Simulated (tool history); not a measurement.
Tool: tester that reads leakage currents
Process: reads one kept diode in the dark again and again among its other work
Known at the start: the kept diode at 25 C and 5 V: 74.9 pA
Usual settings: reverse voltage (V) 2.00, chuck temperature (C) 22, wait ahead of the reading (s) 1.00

run    hour  reverse voltage (V)  chuck temperature (C)  wait ahead of the reading (s)  current that the tester gives (pA)
  1     0.0                 2.00                     22                           1.00                               46.23
       67.5  -- chuck's temperature calibrated
  2   138.5                 2.00                     22                           1.00                               44.07
  3   237.3                 9.70                     22                           1.00                               83.42
  4   305.9                 9.70                     22                           1.00                               84.65
  5   417.1                 2.00                     22                           1.00                               44.93
  6   491.7                 2.00                     22                           1.00                               44.94
      557.8  -- probe card cleaned and baked
  7   578.6                 2.00                     22                           1.00                               46.04
  8   640.3                 2.00                     22                           1.00                               46.40
  9   768.4                 2.00                     22                           0.87                               46.82
 10   866.9                 2.00                     22                           0.68                               47.12
 11  1002.4                 2.00                     22                           0.68                               47.28
     1041.5  -- probe card cleaned and baked, once more
 12  1125.9                 2.00                     22                           1.00                               42.72
 13  1243.9                 2.00                     23                           1.00                               47.32
 14  1358.6                 2.00                     23                           1.00                               47.62
 15  1464.1                 2.00                     23                           1.00                               48.27
 16  1526.0                 2.00                     23                           1.00                               48.01
 17  1614.0                 2.00                     22                           1.00                               44.09
 18  1720.2                 2.00                     22                           1.00                               44.56
 19  1844.8                 2.00                     22                           1.00                               44.87
 20  1925.9                 2.00                     22                           1.00                               44.91
 21  1994.2                 4.67                     23                           7.37                               67.00
 22  2076.6                 4.67                     23                           7.37                               67.70
 23  2137.2                 3.27                     22                           0.51                               55.41
 24  2207.6                 3.27                     22                           0.51                               55.57
 25  2290.9                 2.00                     22                           6.41                               45.72
 26  2369.7                 7.58                     22                           0.40                               80.92
 27  2473.0                 2.00                     22                           4.34                               46.43
     2530.0  -- probe card cleaned and baked
 28  2595.7                 2.00                     29                           1.00                               84.95
 29  2713.7                11.34                     48                           1.00                              789.51
 30  2779.3                 1.31                     22                           0.81                               38.48
     2845.7  -- chuck's temperature calibrated
 31  2899.6                 2.44                     33                           2.14                              124.13
 32  3027.1                 2.00                     22                           2.52                               41.86
 33  3099.7                 2.00                     22                           2.52                               41.85
 34  3175.9                 1.17                     22                           1.00                               35.05
 35  3249.9                 4.20                     58                           1.00                             1208.34
 36  3345.8                17.19                     58                           1.00                             1943.93
 37  3450.0                17.19                     50                           1.75                             1041.92
 38  3562.7                 3.42                     50                           0.95                              603.93
 39  3696.8                 8.19                     36                           1.00                              254.36

4 ways to go on from here, each from the tool as it stands after run 39. What would each give?
  A  3770.1                16.31                     21                           9.13                                   ?
  B  3770.1                 2.11                     53                           0.80                                   ?
  C  3770.1                16.48                     35                           3.17                                   ?
  D  3770.1                 3.19                     25                           0.44                                   ?

run  current that the tester gives (pA)
  A                               96.05
  B                              653.82
  C                              301.82
  D                               69.58
Without the tool's hidden state the same runs would have given:
run  current that the tester gives (pA)
  A                               75.61
  B                              654.15
  C                              281.86
  D                               65.70
